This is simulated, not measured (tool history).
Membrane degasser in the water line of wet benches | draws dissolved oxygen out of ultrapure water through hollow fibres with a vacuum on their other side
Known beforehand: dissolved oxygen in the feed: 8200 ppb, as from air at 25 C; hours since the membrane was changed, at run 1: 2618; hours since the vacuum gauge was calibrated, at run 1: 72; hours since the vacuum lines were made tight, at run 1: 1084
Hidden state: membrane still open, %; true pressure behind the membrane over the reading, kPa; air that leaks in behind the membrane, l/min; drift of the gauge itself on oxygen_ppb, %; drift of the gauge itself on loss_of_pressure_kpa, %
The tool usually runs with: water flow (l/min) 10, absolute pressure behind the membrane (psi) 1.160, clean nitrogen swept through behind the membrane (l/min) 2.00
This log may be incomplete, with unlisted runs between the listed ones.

run	hour	water flow (l/min)	absolute pressure behind the membrane (psi)	clean nitrogen swept through behind the membrane (l/min)	hours since the membrane was changed	hours since the vacuum gauge was calibrated	hours since the vacuum lines were made tight	dissolved oxygen in the water behind the degasser (ppb)	pressure that the water loses in the fibres (psi)
1	0.0	10	1.160	2.00	2618	72	1084	69.4	9.026
2	119.4	10	1.160	2.00	2738	192	1203	69.8	8.982
3	182.1	10	1.160	4.54	2800	254	1266	37.3	8.944
4	336.5	10	1.160	4.54	2955	409	1420	37.7	9.053
5	446.3	10	1.160	4.54	3065	519	1530	37.4	9.007
6	519.8	14	1.160	4.54	3138	592	1603	77.3	12.660
7	630.0	14	1.160	4.54	3248	702	1714	78.8	12.715
8	781.5	14	1.160	4.54	3400	854	1865	80.1	12.704
9	870.3	14	1.160	4.54	3489	943	1954	80.4	12.700
10	979.3	12	1.160	4.54	3598	1052	2063	56.7	10.884
11	1128.9	12	1.160	4.54	3747	1201	2213	55.6	10.943
12	1279.7	10	1.160	4.54	3898	1352	2363	39.0	9.133
13	1351.3	10	1.160	4.54	3970	1424	2435	39.5	9.095
14	1501.9	10	1.160	4.54	4120	1574	2585	38.7	9.079
15	1565.7	10	1.160	4.54	4184	1638	2649	38.2	9.105
16	1646.6	10	1.160	2.00	4265	1719	2730	73.2	9.100
17	1729.4	10	0.904	2.14	4348	1802	2813	49.0	9.094
18	1832.7	10	0.904	2.07	4451	1905	2916	50.0	9.133
19	1962.4	8	1.160	2.00	4581	2035	3046	54.2	7.284
20	2077.4	8	1.160	2.00	4696	2150	3161	53.7	7.330
21	2174.4	8	1.160	2.00	4793	2247	3258	53.8	7.311
22	2240.0	8	1.160	2.00	4858	2312	3324	54.1	7.324
23	2306.3	7	1.160	2.00	4925	2379	3390	47.5	6.399
24	2411.3	13	2.724	1.76	5030	2484	3495	313.6	12.002
25	2483.8	7	2.614	3.80	5102	2556	3567	74.8	6.444
26	2622.1	8	0.969	3.80	5240	2694	3706	23.5	7.313
27	2766.6	8	0.969	3.80	5385	2839	3850	23.6	7.371
28	2859.0	8	0.969	3.80	5477	2931	3943	24.5	7.419
29	2951.5	10	2.609	3.80	5570	3024	4035	112.0	9.248
30	3083.0	10	1.730	2.00	5701	3155	4167	124.3	9.179
31	3183.8	10	1.730	2.00	5802	3256	4267	123.3	9.237
32	3333.5	15	1.160	2.79	5952	3406	4417	122.8	13.908

Selected run-to-run steps in dissolved oxygen in the water behind the degasser (ppb), each split into two signed amounts: the part the tool would show with no hidden state at all (from settings, incoming material and random variation), and the remainder, which goes to the hidden state together with any gauge scatter not common to the measured and the hidden-state-free results:
Run 23 -> 24: water flow (l/min) 7 -> 13, absolute pressure behind the membrane (psi) 1.160 -> 2.724, clean nitrogen swept through behind the membrane (l/min) 2.00 -> 1.76. dissolved oxygen in the water behind the degasser (ppb) +266.1: hidden state +12.6, all else +253.5.
Run 24 -> 25: water flow (l/min) 13 -> 7, absolute pressure behind the membrane (psi) 2.724 -> 2.614, clean nitrogen swept through behind the membrane (l/min) 1.76 -> 3.80. dissolved oxygen in the water behind the degasser (ppb) -238.8: hidden state -10.8, all else -228.0.
Run 28 -> 29: water flow (l/min) 8 -> 10, absolute pressure behind the membrane (psi) 0.969 -> 2.609. dissolved oxygen in the water behind the degasser (ppb) +87.5: hidden state +5.9, all else +81.6.
Run 31 -> 32: water flow (l/min) 10 -> 15, absolute pressure behind the membrane (psi) 1.730 -> 1.160, clean nitrogen swept through behind the membrane (l/min) 2.00 -> 2.79. dissolved oxygen in the water behind the degasser (ppb) -0.5: hidden state +6.5, all else -7.0.
